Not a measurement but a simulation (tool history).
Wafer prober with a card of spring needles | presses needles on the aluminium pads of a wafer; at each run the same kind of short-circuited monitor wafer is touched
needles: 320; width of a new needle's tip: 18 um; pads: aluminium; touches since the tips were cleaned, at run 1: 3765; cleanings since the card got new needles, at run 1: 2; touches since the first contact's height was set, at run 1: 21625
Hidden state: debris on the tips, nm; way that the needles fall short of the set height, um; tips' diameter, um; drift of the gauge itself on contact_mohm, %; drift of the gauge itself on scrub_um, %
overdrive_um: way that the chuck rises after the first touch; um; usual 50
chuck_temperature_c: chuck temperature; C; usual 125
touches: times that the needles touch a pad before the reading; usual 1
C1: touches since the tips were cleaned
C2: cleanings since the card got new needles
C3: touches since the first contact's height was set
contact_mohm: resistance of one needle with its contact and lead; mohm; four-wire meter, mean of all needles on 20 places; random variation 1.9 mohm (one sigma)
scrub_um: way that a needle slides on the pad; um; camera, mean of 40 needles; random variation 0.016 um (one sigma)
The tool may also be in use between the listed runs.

run 1 hour=0.0 | overdrive_um=50 chuck_temperature_c=125 touches=1 | C1=3765 C2=2 C3=21625 | contact_mohm=199 scrub_um=10.89
-- hour=23.9 tips cleaned on abrasive film
run 2 hour=48.5 | overdrive_um=50 chuck_temperature_c=125 touches=1 | C1=4984 C2=3 C3=31454 | contact_mohm=200 scrub_um=10.86
-- hour=65.0 tips cleaned on abrasive film
run 3 hour=75.1 | overdrive_um=50 chuck_temperature_c=125 touches=1 | C1=2060 C2=4 C3=36858 | contact_mohm=199 scrub_um=10.86
run 4 hour=100.5 | overdrive_um=50 chuck_temperature_c=125 touches=1 | C1=7205 C2=4 C3=42003 | contact_mohm=198 scrub_um=10.86
-- hour=106.6 tips cleaned on abrasive film
run 5 hour=131.2 | overdrive_um=50 chuck_temperature_c=125 touches=1 | C1=5011 C2=5 C3=48239 | contact_mohm=197 scrub_um=10.83
-- hour=147.7 tips cleaned on abrasive film
run 6 hour=167.6 | overdrive_um=50 chuck_temperature_c=125 touches=1 | C1=4046 C2=6 C3=55613 | contact_mohm=197 scrub_um=10.82
-- hour=190.2 tips cleaned on abrasive film
run 7 hour=203.8 | overdrive_um=50 chuck_temperature_c=125 touches=1 | C1=2756 C2=7 C3=62938 | contact_mohm=203 scrub_um=10.84
-- hour=232.9 tips cleaned on abrasive film
run 8 hour=238.0 | overdrive_um=39 chuck_temperature_c=58 touches=1 | C1=1045 C2=8 C3=69878 | contact_mohm=192 scrub_um=8.44
-- hour=274.7 tips cleaned on abrasive film
run 9 hour=281.0 | overdrive_um=65 chuck_temperature_c=71 touches=1 | C1=1285 C2=9 C3=78604 | contact_mohm=178 scrub_um=14.02
-- hour=317.1 tips cleaned on abrasive film
run 10 hour=321.7 | overdrive_um=43 chuck_temperature_c=31 touches=2 | C1=921 C2=10 C3=86837 | contact_mohm=179 scrub_um=9.24

Forecast each of these 5 alternatives for the next run:
-- hour=360.9 tips cleaned on abrasive film
run A hour=360.9 | overdrive_um=61 chuck_temperature_c=56 touches=1 | C1=0 C2=11 C3=94803 | contact_mohm=? scrub_um=?
-- hour=360.9 tips cleaned on abrasive film
run B hour=360.9 | overdrive_um=44 chuck_temperature_c=31 touches=2 | C1=0 C2=11 C3=94803 | contact_mohm=? scrub_um=?
-- hour=360.9 tips cleaned on abrasive film
run C hour=360.9 | overdrive_um=30 chuck_temperature_c=84 touches=2 | C1=0 C2=11 C3=94803 | contact_mohm=? scrub_um=?
-- hour=360.9 tips cleaned on abrasive film
run D hour=360.9 | overdrive_um=52 chuck_temperature_c=107 touches=2 | C1=0 C2=11 C3=94803 | contact_mohm=? scrub_um=?
-- hour=360.9 tips cleaned on abrasive film
run E hour=360.9 | overdrive_um=53 chuck_temperature_c=31 touches=1 | C1=0 C2=11 C3=94803 | contact_mohm=? scrub_um=?

run=A contact_mohm=177 scrub_um=13.10
run=B contact_mohm=180 scrub_um=9.45
run=C contact_mohm=214 scrub_um=6.46
run=D contact_mohm=190 scrub_um=11.22
run=E contact_mohm=175 scrub_um=11.38
Without the tool's hidden state the same runs would have given:
run=A contact_mohm=176 scrub_um=13.29
run=B contact_mohm=180 scrub_um=9.59
run=C contact_mohm=214 scrub_um=6.55
run=D contact_mohm=190 scrub_um=11.38
run=E contact_mohm=175 scrub_um=11.54
